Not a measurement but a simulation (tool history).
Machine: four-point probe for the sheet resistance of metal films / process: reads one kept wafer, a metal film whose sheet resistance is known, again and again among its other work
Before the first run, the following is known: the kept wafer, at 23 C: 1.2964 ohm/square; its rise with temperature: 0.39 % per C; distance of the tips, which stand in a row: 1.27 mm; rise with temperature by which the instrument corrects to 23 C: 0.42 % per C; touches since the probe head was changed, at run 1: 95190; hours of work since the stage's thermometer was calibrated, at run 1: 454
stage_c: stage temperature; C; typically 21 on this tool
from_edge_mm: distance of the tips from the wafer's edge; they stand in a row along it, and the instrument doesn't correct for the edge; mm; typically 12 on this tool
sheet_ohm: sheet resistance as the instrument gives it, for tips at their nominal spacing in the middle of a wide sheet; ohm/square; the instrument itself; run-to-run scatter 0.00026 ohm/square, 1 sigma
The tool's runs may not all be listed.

run,hour,stage_c,from_edge_mm,touches since the probe head was changed,hours of work since the stage's thermometer was calibrated,sheet_ohm
1,0.0,21,12,95190,454,1.305359
2,23.1,21,58,96090,468,1.297350
3,36.6,21,12,96614,476,1.305184
4,55.3,30,12,97340,487,1.301808
5,69.0,30,12,97872,495,1.301651
6,80.5,30,9,98320,502,1.307901
7,90.3,21,12,98701,507,1.305317
8,106.0,21,12,99310,517,1.305108
9,124.4,32,12,100028,527,1.300836
10,145.5,21,12,100847,540,1.304873
11,166.9,28,45,101678,552,1.295291
12,177.3,20,12,102086,559,1.305745
13,193.9,20,12,102728,568,1.305186
14,214.0,33,16,103511,580,1.297078
15,227.5,33,16,104034,588,1.297542
16,239.9,21,7,104517,596,1.319750
17,253.9,18,11,105061,604,1.307826
18,275.3,30,4,105896,616,1.360592
19,286.5,24,9,106331,623,1.309897
20,306.2,21,7,107097,635,1.320036

What if the next run were any one of these 3? Each begins from the tool's condition after run 20:
A,326.2,26,13,107873,646,?
B,326.2,31,7,107873,646,?
C,326.2,21,19,107873,646,?

run,sheet_ohm
A,1.301835
B,1.315628
C,1.300740
Without the tool's unlogged condition, the same runs would have read:
run,sheet_ohm
A,1.301646
B,1.315437
C,1.300552

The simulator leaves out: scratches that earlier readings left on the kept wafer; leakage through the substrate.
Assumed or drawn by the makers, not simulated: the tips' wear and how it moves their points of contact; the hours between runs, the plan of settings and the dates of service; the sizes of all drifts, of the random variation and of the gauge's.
